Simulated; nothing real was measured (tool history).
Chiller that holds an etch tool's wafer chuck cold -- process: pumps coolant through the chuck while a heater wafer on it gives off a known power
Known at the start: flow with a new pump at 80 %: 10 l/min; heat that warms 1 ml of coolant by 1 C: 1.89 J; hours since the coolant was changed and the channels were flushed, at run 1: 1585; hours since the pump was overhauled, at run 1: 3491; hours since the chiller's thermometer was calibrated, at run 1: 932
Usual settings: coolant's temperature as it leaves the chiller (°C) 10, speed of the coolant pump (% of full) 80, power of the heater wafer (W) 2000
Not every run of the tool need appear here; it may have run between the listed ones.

run,day,coolant's temperature as it leaves the chiller (°C),speed of the coolant pump (% of full),power of the heater wafer (W),hours since the coolant was changed and the channels were flushed,hours since the pump was overhauled,hours since the chiller's thermometer was calibrated,chuck's temperature once it has settled (°C),how much warmer the coolant comes back (C)
1,0.000,10,80,2000,1585,3491,932,29.2,6.35
2,2.554,10,80,2000,1646,3552,993,29.2,6.26
3,5.662,10,80,2000,1720,3627,1068,29.4,6.30
4,10.308,5,80,2000,1832,3738,1179,24.1,6.35
5,15.608,6,80,2000,1959,3866,1307,25.3,6.29
6,19.329,6,80,2000,2048,3955,1396,25.3,6.30
7,22.262,2,89,2000,2119,4025,1466,19.6,5.74
8,26.492,10,61,1458,2220,4127,1568,27.7,6.08
9,30.129,10,61,1458,2308,4214,1655,27.7,6.06
10,33.458,19,89,2840,2388,4294,1735,44.0,8.07
11,36.092,16,65,2000,2451,4357,1798,39.1,7.74

Below are 5 alternative next runs, each starting from the tool's condition after run 11. Predict each:
A,40.296,12,80,1450,2552,4458,1899,?,?
B,40.296,13,89,1180,2552,4458,1899,?,?
C,40.296,7,65,1806,2552,4458,1899,?,?
D,40.296,1,72,1242,2552,4458,1899,?,?
E,40.296,7,80,2000,2552,4458,1899,?,?

run,chuck's temperature once it has settled (°C),how much warmer the coolant comes back (C)
A,26.1,4.62
B,23.5,3.40
C,27.7,6.99
D,14.2,4.39
E,26.2,6.34
Without the tool's hidden state the same runs would have given:
run,chuck's temperature once it has settled (°C),how much warmer the coolant comes back (C)
A,26.0,4.62
B,23.5,3.40
C,27.7,6.99
D,14.2,4.39
E,26.2,6.34
